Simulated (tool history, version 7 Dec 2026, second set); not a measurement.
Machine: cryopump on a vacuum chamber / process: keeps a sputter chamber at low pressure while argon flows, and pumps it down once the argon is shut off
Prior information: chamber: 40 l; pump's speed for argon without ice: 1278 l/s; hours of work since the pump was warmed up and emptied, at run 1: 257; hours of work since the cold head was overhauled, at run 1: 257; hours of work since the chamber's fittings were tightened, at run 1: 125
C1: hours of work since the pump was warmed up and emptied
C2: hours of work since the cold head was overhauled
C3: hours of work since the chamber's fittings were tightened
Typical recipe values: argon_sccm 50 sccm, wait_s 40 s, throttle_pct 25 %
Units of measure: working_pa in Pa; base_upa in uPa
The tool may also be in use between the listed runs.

run 1 hour=0.0 | argon_sccm=50 wait_s=40 throttle_pct=25 | C1=257 C2=257 C3=125 | working_pa=0.2724 base_upa=1.60
run 2 hour=12.0 | argon_sccm=50 wait_s=40 throttle_pct=25 | C1=266 C2=266 C3=134 | working_pa=0.2725 base_upa=1.59
run 3 hour=20.0 | argon_sccm=50 wait_s=40 throttle_pct=25 | C1=272 C2=272 C3=140 | working_pa=0.2742 base_upa=1.65
run 4 hour=29.3 | argon_sccm=50 wait_s=297 throttle_pct=25 | C1=278 C2=278 C3=146 | working_pa=0.2737 base_upa=0.69
run 5 hour=45.0 | argon_sccm=50 wait_s=297 throttle_pct=25 | C1=290 C2=290 C3=158 | working_pa=0.2714 base_upa=0.70
run 6 hour=53.2 | argon_sccm=50 wait_s=40 throttle_pct=25 | C1=295 C2=295 C3=164 | working_pa=0.2719 base_upa=1.67
run 7 hour=67.8 | argon_sccm=50 wait_s=40 throttle_pct=25 | C1=306 C2=306 C3=174 | working_pa=0.2730 base_upa=1.62
run 8 hour=82.7 | argon_sccm=50 wait_s=40 throttle_pct=25 | C1=317 C2=317 C3=185 | working_pa=0.2746 base_upa=1.67
run 9 hour=91.4 | argon_sccm=50 wait_s=40 throttle_pct=25 | C1=323 C2=323 C3=191 | working_pa=0.2723 base_upa=1.72
run 10 hour=108.0 | argon_sccm=27 wait_s=40 throttle_pct=25 | C1=335 C2=335 C3=203 | working_pa=0.1487 base_upa=1.76
run 11 hour=123.5 | argon_sccm=50 wait_s=40 throttle_pct=25 | C1=346 C2=346 C3=214 | working_pa=0.2748 base_upa=1.72
run 12 hour=136.8 | argon_sccm=50 wait_s=40 throttle_pct=25 | C1=355 C2=355 C3=223 | working_pa=0.2759 base_upa=1.74
run 13 hour=151.4 | argon_sccm=50 wait_s=40 throttle_pct=25 | C1=366 C2=366 C3=234 | working_pa=0.2747 base_upa=1.77
run 14 hour=162.4 | argon_sccm=50 wait_s=40 throttle_pct=25 | C1=374 C2=374 C3=242 | working_pa=0.2745 base_upa=1.75
run 15 hour=174.6 | argon_sccm=50 wait_s=40 throttle_pct=25 | C1=383 C2=383 C3=251 | working_pa=0.2760 base_upa=1.91
run 16 hour=188.5 | argon_sccm=50 wait_s=40 throttle_pct=25 | C1=393 C2=393 C3=261 | working_pa=0.2777 base_upa=1.90
run 17 hour=198.9 | argon_sccm=77 wait_s=210 throttle_pct=36 | C1=400 C2=400 C3=268 | working_pa=0.3005 base_upa=1.00
run 18 hour=215.8 | argon_sccm=77 wait_s=210 throttle_pct=36 | C1=412 C2=412 C3=280 | working_pa=0.3006 base_upa=0.99
run 19 hour=225.1 | argon_sccm=76 wait_s=244 throttle_pct=18 | C1=419 C2=419 C3=287 | working_pa=0.5787 base_upa=0.98
run 20 hour=234.6 | argon_sccm=24 wait_s=197 throttle_pct=23 | C1=426 C2=426 C3=294 | working_pa=0.1448 base_upa=1.08
run 21 hour=246.6 | argon_sccm=76 wait_s=40 throttle_pct=22 | C1=434 C2=434 C3=302 | working_pa=0.4769 base_upa=1.97
run 22 hour=260.6 | argon_sccm=36 wait_s=275 throttle_pct=16 | C1=444 C2=444 C3=312 | working_pa=0.3050 base_upa=1.03
run 23 hour=275.4 | argon_sccm=73 wait_s=40 throttle_pct=44 | C1=455 C2=455 C3=323 | working_pa=0.2399 base_upa=2.02
run 24 hour=282.7 | argon_sccm=73 wait_s=40 throttle_pct=44 | C1=460 C2=460 C3=328 | working_pa=0.2397 base_upa=1.95
run 25 hour=294.1 | argon_sccm=31 wait_s=170 throttle_pct=54 | C1=468 C2=468 C3=336 | working_pa=0.0849 base_upa=1.20
run 26 hour=303.0 | argon_sccm=57 wait_s=170 throttle_pct=54 | C1=475 C2=475 C3=343 | working_pa=0.1547 base_upa=1.22
run 27 hour=315.7 | argon_sccm=57 wait_s=170 throttle_pct=54 | C1=484 C2=484 C3=352 | working_pa=0.1569 base_upa=1.26
run 28 hour=329.6 | argon_sccm=65 wait_s=196 throttle_pct=54 | C1=494 C2=494 C3=362 | working_pa=0.1777 base_upa=1.20
run 29 hour=340.8 | argon_sccm=84 wait_s=181 throttle_pct=16 | C1=502 C2=502 C3=370 | working_pa=0.7178 base_upa=1.26
run 30 hour=355.0 | argon_sccm=84 wait_s=181 throttle_pct=16 | C1=512 C2=512 C3=380 | working_pa=0.7226 base_upa=1.27
run 31 hour=362.4 | argon_sccm=50 wait_s=51 throttle_pct=41 | C1=517 C2=517 C3=385 | working_pa=0.1762 base_upa=1.95
run 32 hour=376.6 | argon_sccm=43 wait_s=20 throttle_pct=25 | C1=527 C2=527 C3=396 | working_pa=0.2431 base_upa=3.28

Each row is a separate what-if for the run after 32, all from the same tool condition, not one after another. Results?
run A hour=392.5 | argon_sccm=77 wait_s=20 throttle_pct=33 | C1=539 C2=539 C3=407 | working_pa=? base_upa=?
run B hour=392.5 | argon_sccm=31 wait_s=20 throttle_pct=25 | C1=539 C2=539 C3=407 | working_pa=? base_upa=?
run C hour=392.5 | argon_sccm=50 wait_s=108 throttle_pct=25 | C1=539 C2=539 C3=407 | working_pa=? base_upa=?
run D hour=392.5 | argon_sccm=89 wait_s=62 throttle_pct=25 | C1=539 C2=539 C3=407 | working_pa=? base_upa=?
run E hour=392.5 | argon_sccm=57 wait_s=40 throttle_pct=44 | C1=539 C2=539 C3=407 | working_pa=? base_upa=?

run=A working_pa=0.3345 base_upa=3.23
run=B working_pa=0.1741 base_upa=3.31
run=C working_pa=0.2822 base_upa=1.55
run=D working_pa=0.5036 base_upa=1.75
run=E working_pa=0.1896 base_upa=2.19
With the hidden condition removed and each run's random variation left untouched, the same runs would have given:
run=A working_pa=0.3090 base_upa=2.38
run=B working_pa=0.1638 base_upa=2.43
run=C working_pa=0.2656 base_upa=0.66
run=D working_pa=0.4740 base_upa=0.88
run=E working_pa=0.1707 base_upa=1.31

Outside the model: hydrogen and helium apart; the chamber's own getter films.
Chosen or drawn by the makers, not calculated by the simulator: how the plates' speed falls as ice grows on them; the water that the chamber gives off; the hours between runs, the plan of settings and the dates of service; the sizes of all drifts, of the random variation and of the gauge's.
